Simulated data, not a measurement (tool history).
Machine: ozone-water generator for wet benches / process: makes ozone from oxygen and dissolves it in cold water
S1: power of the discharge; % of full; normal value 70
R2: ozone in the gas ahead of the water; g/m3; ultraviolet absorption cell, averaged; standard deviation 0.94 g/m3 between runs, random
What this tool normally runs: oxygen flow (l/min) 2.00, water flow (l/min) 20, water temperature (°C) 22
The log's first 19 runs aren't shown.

{"run": 20, "hour": 1131.6, "S1": 75, "oxygen flow (l/min)": 2.38, "water flow (l/min)": 12, "water temperature (°C)": 20, "dissolved ozone (ppm)": 15.0, "R2": 141.5}
{"run": 21, "hour": 1199.3, "S1": 65, "oxygen flow (l/min)": 2.0, "water flow (l/min)": 19, "water temperature (°C)": 22, "dissolved ozone (ppm)": 8.6, "R2": 137.0}
{"hour": 1207.3, "done": "contactor cleaned"}
{"run": 22, "hour": 1270.0, "S1": 70, "oxygen flow (l/min)": 2.0, "water flow (l/min)": 24, "water temperature (°C)": 17, "dissolved ozone (ppm)": 7.7, "R2": 146.9}
{"run": 23, "hour": 1355.8, "S1": 70, "oxygen flow (l/min)": 2.0, "water flow (l/min)": 22, "water temperature (°C)": 24, "dissolved ozone (ppm)": 7.6, "R2": 144.9}
{"run": 24, "hour": 1402.5, "S1": 70, "oxygen flow (l/min)": 2.0, "water flow (l/min)": 22, "water temperature (°C)": 24, "dissolved ozone (ppm)": 7.7, "R2": 145.4}
{"run": 25, "hour": 1444.7, "S1": 70, "oxygen flow (l/min)": 2.0, "water flow (l/min)": 22, "water temperature (°C)": 24, "dissolved ozone (ppm)": 7.7, "R2": 144.1}
{"run": 26, "hour": 1509.5, "S1": 70, "oxygen flow (l/min)": 2.0, "water flow (l/min)": 22, "water temperature (°C)": 24, "dissolved ozone (ppm)": 7.7, "R2": 143.9}
{"run": 27, "hour": 1593.9, "S1": 70, "oxygen flow (l/min)": 1.59, "water flow (l/min)": 31, "water temperature (°C)": 22, "dissolved ozone (ppm)": 5.0, "R2": 158.6}
{"hour": 1628.0, "done": "contactor cleaned, once more"}
{"run": 28, "hour": 1680.6, "S1": 60, "oxygen flow (l/min)": 3.24, "water flow (l/min)": 16, "water temperature (°C)": 15, "dissolved ozone (ppm)": 11.3, "R2": 102.3}

What does the tool deliver on the next run?
{"run": 29, "hour": 1731.7, "S1": 60, "oxygen flow (l/min)": 1.05, "water flow (l/min)": 14, "water temperature (°C)": 29, "dissolved ozone (ppm)": "?", "R2": "?"}

{"run 29": {"dissolved ozone (ppm)": 8.5, "R2": 173.7}}
Had the tool carried no hidden state, the very same run would have given dissolved ozone (ppm) 9.4, R2 190.5 g/m3.
